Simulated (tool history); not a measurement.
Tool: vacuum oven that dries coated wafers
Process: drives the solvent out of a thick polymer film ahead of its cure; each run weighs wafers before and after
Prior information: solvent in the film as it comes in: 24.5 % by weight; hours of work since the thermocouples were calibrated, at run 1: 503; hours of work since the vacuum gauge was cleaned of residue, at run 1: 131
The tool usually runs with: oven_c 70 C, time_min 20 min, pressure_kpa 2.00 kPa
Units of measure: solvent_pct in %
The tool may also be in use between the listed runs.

| run | day | oven_c | time_min | pressure_kpa | hours of work since the thermocouples were calibrated | hours of work since the vacuum gauge was cleaned of residue | solvent_pct |
|---|---|---|---|---|---|---|---|
| 1 | 0.000 | 70 | 20 | 2.00 | 503 | 131 | 7.12 |
| 2 | 0.746 | 56 | 20 | 2.00 | 515 | 143 | 15.53 |
| 3 | 1.917 | 56 | 20 | 2.00 | 533 | 162 | 15.53 |
| 4 | 3.254 | 56 | 20 | 2.00 | 555 | 183 | 15.45 |
| 5 | 4.517 | 56 | 20 | 2.00 | 575 | 203 | 15.49 |
| 6 | 5.738 | 56 | 20 | 2.00 | 594 | 223 | 15.50 |
| 7 | 6.750 | 56 | 20 | 2.00 | 611 | 239 | 15.44 |
| 8 | 7.738 | 56 | 20 | 2.00 | 626 | 255 | 15.47 |
| 9 | 8.588 | 56 | 20 | 2.00 | 640 | 268 | 15.48 |
| 10 | 9.392 | 56 | 20 | 2.00 | 653 | 281 | 15.44 |
| 11 | 10.725 | 56 | 20 | 2.00 | 674 | 302 | 15.46 |
| 12 | 12.062 | 56 | 20 | 2.00 | 695 | 324 | 15.44 |
| 13 | 13.638 | 56 | 20 | 2.00 | 721 | 349 | 15.45 |
| 14 | 14.304 | 70 | 10 | 2.00 | 731 | 360 | 11.43 |
| 15 | 15.354 | 69 | 10 | 2.00 | 748 | 376 | 12.00 |
| 16 | 16.446 | 69 | 10 | 2.00 | 765 | 394 | 11.96 |
| 17 | 17.575 | 69 | 10 | 2.00 | 784 | 412 | 11.97 |
| 18 | 18.408 | 58 | 10 | 2.00 | 797 | 425 | 17.30 |
| 19 | 19.396 | 70 | 20 | 2.00 | 813 | 441 | 6.97 |
| 20 | 20.142 | 70 | 20 | 2.00 | 824 | 453 | 6.95 |
| 21 | 21.358 | 80 | 20 | 2.00 | 844 | 472 | 2.57 |
|  | 21.917 | oven's thermocouples calibrated |
| 22 | 22.688 | 70 | 20 | 2.00 | 12 | 492 | 7.34 |
| 23 | 24.233 | 70 | 30 | 2.00 | 37 | 517 | 5.10 |
| 24 | 25.242 | 70 | 30 | 2.00 | 53 | 533 | 5.10 |
| 25 | 26.725 | 70 | 11 | 5.17 | 77 | 557 | 13.84 |
| 26 | 27.379 | 70 | 11 | 5.17 | 87 | 567 | 13.84 |
| 27 | 28.792 | 70 | 28 | 3.57 | 110 | 590 | 7.29 |
| 28 | 29.771 | 84 | 28 | 1.09 | 125 | 605 | 0.93 |
| 29 | 30.450 | 64 | 23 | 2.28 | 136 | 616 | 10.55 |
| 30 | 31.221 | 79 | 20 | 4.20 | 149 | 629 | 4.99 |
| 31 | 32.754 | 79 | 15 | 6.00 | 173 | 653 | 7.53 |
| 32 | 33.738 | 62 | 15 | 2.77 | 189 | 669 | 14.63 |
| 33 | 34.633 | 70 | 21 | 1.90 | 203 | 683 | 6.85 |
| 34 | 36.192 | 70 | 21 | 1.90 | 228 | 708 | 6.83 |
| 35 | 37.150 | 70 | 21 | 1.90 | 243 | 723 | 6.82 |
| 36 | 38.162 | 70 | 21 | 1.90 | 260 | 739 | 6.82 |
| 37 | 38.892 | 77 | 12 | 2.87 | 271 | 751 | 7.02 |
| 38 | 40.100 | 58 | 18 | 2.87 | 291 | 770 | 15.98 |
| 39 | 41.133 | 70 | 16 | 4.22 | 307 | 787 | 10.85 |
| 40 | 42.296 | 85 | 12 | 2.46 | 326 | 806 | 3.05 |
| 41 | 43.696 | 85 | 12 | 2.46 | 348 | 828 | 3.05 |
| 42 | 45.079 | 57 | 10 | 6.09 | 370 | 850 | 21.13 |
| 43 | 46.138 | 64 | 11 | 2.73 | 387 | 867 | 14.94 |
| 44 | 46.800 | 75 | 22 | 4.79 | 398 | 878 | 6.92 |
| 45 | 47.679 | 75 | 19 | 4.84 | 412 | 892 | 7.54 |
| 46 | 48.967 | 57 | 31 | 3.56 | 432 | 912 | 15.05 |
| 47 | 50.246 | 57 | 36 | 3.56 | 453 | 933 | 14.38 |
| 48 | 51.046 | 57 | 36 | 3.56 | 465 | 945 | 14.34 |

What would each run have given without the hidden state, its run-to-run variation left as it was?
Hidden state at play: true wafer temperature over the reading, C; true pressure over the reading, kPa; drift of the gauge itself on solvent_pct, %.
| run | solvent_pct |
|---|---|
| 1 | 7.21 |
| 2 | 15.61 |
| 3 | 15.62 |
| 4 | 15.55 |
| 5 | 15.59 |
| 6 | 15.61 |
| 7 | 15.55 |
| 8 | 15.59 |
| 9 | 15.60 |
| 10 | 15.57 |
| 11 | 15.60 |
| 12 | 15.58 |
| 13 | 15.60 |
| 14 | 11.62 |
| 15 | 12.20 |
| 16 | 12.15 |
| 17 | 12.17 |
| 18 | 17.44 |
| 19 | 7.19 |
| 20 | 7.18 |
| 21 | 2.66 |
| 22 | 7.20 |
| 23 | 4.98 |
| 24 | 4.98 |
| 25 | 13.74 |
| 26 | 13.74 |
| 27 | 7.19 |
| 28 | 0.89 |
| 29 | 10.46 |
| 30 | 4.93 |
| 31 | 7.47 |
| 32 | 14.58 |
| 33 | 6.80 |
| 34 | 6.79 |
| 35 | 6.78 |
| 36 | 6.79 |
| 37 | 7.01 |
| 38 | 15.96 |
| 39 | 10.85 |
| 40 | 3.04 |
| 41 | 3.04 |
| 42 | 21.13 |
| 43 | 14.96 |
| 44 | 6.93 |
| 45 | 7.57 |
| 46 | 15.07 |
| 47 | 14.41 |
| 48 | 14.37 |
